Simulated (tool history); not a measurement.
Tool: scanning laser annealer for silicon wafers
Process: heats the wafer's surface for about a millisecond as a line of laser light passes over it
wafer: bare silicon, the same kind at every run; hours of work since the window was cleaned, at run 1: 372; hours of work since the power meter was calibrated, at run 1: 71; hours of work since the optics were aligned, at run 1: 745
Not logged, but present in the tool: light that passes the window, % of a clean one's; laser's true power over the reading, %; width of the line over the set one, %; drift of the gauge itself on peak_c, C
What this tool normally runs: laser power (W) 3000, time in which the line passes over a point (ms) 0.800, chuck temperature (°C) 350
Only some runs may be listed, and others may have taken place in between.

| run | hour | laser power (W) | time in which the line passes over a point (ms) | chuck temperature (°C) | hours of work since the window was cleaned | hours of work since the power meter was calibrated | hours of work since the optics were aligned | highest temperature of the surface (°C) |
|---|---|---|---|---|---|---|---|---|
| 1 | 0.0 | 3000 | 0.800 | 350 | 372 | 71 | 745 | 1159 |
| 2 | 4.7 | 3000 | 0.800 | 350 | 374 | 73 | 747 | 1162 |
| 3 | 13.3 | 3000 | 0.721 | 350 | 378 | 77 | 751 | 1122 |
| 4 | 18.4 | 2967 | 0.800 | 350 | 381 | 80 | 753 | 1151 |
| 5 | 25.7 | 2967 | 0.800 | 350 | 384 | 83 | 757 | 1153 |
| 6 | 32.6 | 2967 | 0.800 | 350 | 387 | 86 | 760 | 1149 |
| 7 | 41.9 | 3000 | 0.800 | 350 | 392 | 91 | 764 | 1160 |
| 8 | 47.6 | 3000 | 0.800 | 334 | 394 | 93 | 767 | 1143 |
| 9 | 54.7 | 3000 | 0.800 | 334 | 398 | 97 | 770 | 1141 |
| 10 | 61.7 | 3000 | 0.800 | 334 | 401 | 100 | 773 | 1139 |
| 11 | 69.5 | 3000 | 0.800 | 351 | 405 | 104 | 777 | 1158 |
| 12 | 78.8 | 3000 | 0.800 | 348 | 409 | 108 | 781 | 1155 |
| 13 | 84.0 | 3000 | 0.800 | 390 | 411 | 110 | 784 | 1199 |
| 14 | 89.7 | 3000 | 0.800 | 350 | 414 | 113 | 786 | 1160 |
| 15 | 95.8 | 3000 | 0.796 | 316 | 417 | 116 | 789 | 1125 |
| 16 | 101.9 | 3000 | 0.796 | 316 | 420 | 119 | 792 | 1121 |
| 17 | 106.3 | 3000 | 0.796 | 316 | 422 | 121 | 794 | 1121 |
| 18 | 112.8 | 3000 | 0.831 | 351 | 425 | 124 | 797 | 1171 |
| 19 | 121.4 | 3158 | 0.831 | 347 | 429 | 128 | 801 | 1208 |
| 20 | 130.2 | 3158 | 0.831 | 347 | 433 | 132 | 805 | 1206 |
| 21 | 136.7 | 3287 | 0.574 | 361 | 436 | 135 | 808 | 1116 |
| 22 | 145.6 | 3000 | 0.800 | 327 | 440 | 139 | 813 | 1131 |
| 23 | 151.6 | 2984 | 0.800 | 329 | 443 | 142 | 815 | 1131 |
| 24 | 155.7 | 2984 | 0.800 | 329 | 445 | 144 | 817 | 1131 |
| 25 | 164.6 | 3216 | 0.800 | 340 | 449 | 148 | 821 | 1198 |
| 26 | 169.6 | 2762 | 0.578 | 366 | 451 | 150 | 824 | 1003 |
| 27 | 174.3 | 3000 | 0.991 | 323 | 454 | 153 | 826 | 1212 |
| 28 | 178.1 | 3000 | 0.672 | 357 | 455 | 154 | 828 | 1102 |

Consider 3 possible next runs. They are alternatives, not a sequence: every one starts from the tool as it was left by run 28. What does each give?
| A | 183.0 | 3244 | 0.707 | 340 | 458 | 157 | 830 | ? |
| B | 183.0 | 2967 | 0.606 | 341 | 458 | 157 | 830 | ? |
| C | 183.0 | 2782 | 0.853 | 326 | 458 | 157 | 830 | ? |

| run | highest temperature of the surface (°C) |
|---|---|
| A | 1154 |
| B | 1042 |
| C | 1098 |
What these runs would have given with no unlogged condition in the tool:
| run | highest temperature of the surface (°C) |
|---|---|
| A | 1192 |
| B | 1074 |
| C | 1133 |

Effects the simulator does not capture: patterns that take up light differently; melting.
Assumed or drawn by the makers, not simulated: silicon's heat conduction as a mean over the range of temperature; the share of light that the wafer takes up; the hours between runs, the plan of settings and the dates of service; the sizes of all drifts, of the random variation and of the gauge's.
